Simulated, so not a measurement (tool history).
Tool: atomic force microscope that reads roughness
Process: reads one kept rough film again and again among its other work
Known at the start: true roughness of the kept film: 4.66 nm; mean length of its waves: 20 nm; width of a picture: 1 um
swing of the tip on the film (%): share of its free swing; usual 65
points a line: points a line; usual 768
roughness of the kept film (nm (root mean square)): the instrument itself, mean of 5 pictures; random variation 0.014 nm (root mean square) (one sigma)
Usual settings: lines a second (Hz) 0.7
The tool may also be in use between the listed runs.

run	hour	lines a second (Hz)	swing of the tip on the film (%)	points a line	roughness of the kept film (nm (root mean square))
1	0	0.7	65	768	3.413
# hour 22.5: new tip fitted
2	28.1	3.256	65	768	3.089
3	84.8	3.256	65	259	2.988
4	129.7	3.256	65	259	2.999
5	157.4	3.256	65	259	3.005
# hour 167.7: new tip fitted
6	209.4	0.7	70	768	3.364
7	242.7	0.7	70	768	3.365
8	275.7	0.7	70	768	3.355
9	306.7	0.7	70	768	3.354
# hour 312.3: new tip fitted
10	353.3	0.7	65	768	3.393
11	384.7	0.7	65	768	3.385
12	443.2	0.7	65	768	3.402
# hour 456.1: new tip fitted
13	502.9	0.7	65	768	3.408
14	568.1	1.531	65	768	3.273
# hour 601.3: new tip fitted
15	617.6	1.531	76	768	3.158
16	681	1.531	76	768	3.145
17	736.7	2.936	65	259	3.025
# hour 746.9: new tip fitted
18	784.5	1.452	58	546	3.355
19	828.3	1.73	65	290	3.186
20	856.1	0.502	59	290	3.36
# hour 890.1: new tip fitted
21	916.6	1.725	70	530	3.19
22	968.2	1.725	70	530	3.167
23	1023.6	1.725	70	530	3.2
# hour 1033.7: new tip fitted
24	1060.9	2.861	75	291	2.835
25	1121.6	2.861	75	291	2.828
26	1169.4	2.861	75	291	2.813
# hour 1176.8: new tip fitted
27	1232	2.321	55	617	3.324
28	1296.9	2.321	55	617	3.341
# hour 1320.7: new tip fitted
29	1347.6	1.88	64	768	3.273
30	1399.3	0.989	63	768	3.387
31	1429.1	0.989	63	768	3.376
# hour 1467.8: new tip fitted
32	1492.5	0.989	63	768	3.389

Hidden state or all else? Some run-to-run changes of roughness of the kept film (nm (root mean square)), split into what the settings, what came in and random variation would give without the hidden state, and what is left for the hidden state (with any gauge scatter that isn't in both results):
The hidden state here: radius of the tip, nm; height scale over the true one, %; drift of the gauge itself on roughness_nm, %.
Run 1 -> 2: lines a second (Hz) 0.7 -> 3.256, new tip fitted. roughness of the kept film (nm (root mean square)) -0.324: hidden state +0.011, all else -0.335.
Run 5 -> 6: lines a second (Hz) 3.256 -> 0.7, swing of the tip on the film (%) 65 -> 70, points a line 259 -> 768, new tip fitted. roughness of the kept film (nm (root mean square)) +0.359: hidden state +0.01, all else +0.349.
Run 23 -> 24: lines a second (Hz) 1.725 -> 2.861, swing of the tip on the film (%) 70 -> 75, points a line 530 -> 291, new tip fitted. roughness of the kept film (nm (root mean square)) -0.365: hidden state +0.012, all else -0.377.
Run 26 -> 27: lines a second (Hz) 2.861 -> 2.321, swing of the tip on the film (%) 75 -> 55, points a line 291 -> 617, new tip fitted. roughness of the kept film (nm (root mean square)) +0.511: hidden state +0.007, all else +0.504.
Run 28 -> 29: lines a second (Hz) 2.321 -> 1.88, swing of the tip on the film (%) 55 -> 64, points a line 617 -> 768, new tip fitted. roughness of the kept film (nm (root mean square)) -0.068: hidden state +0.012, all else -0.08.
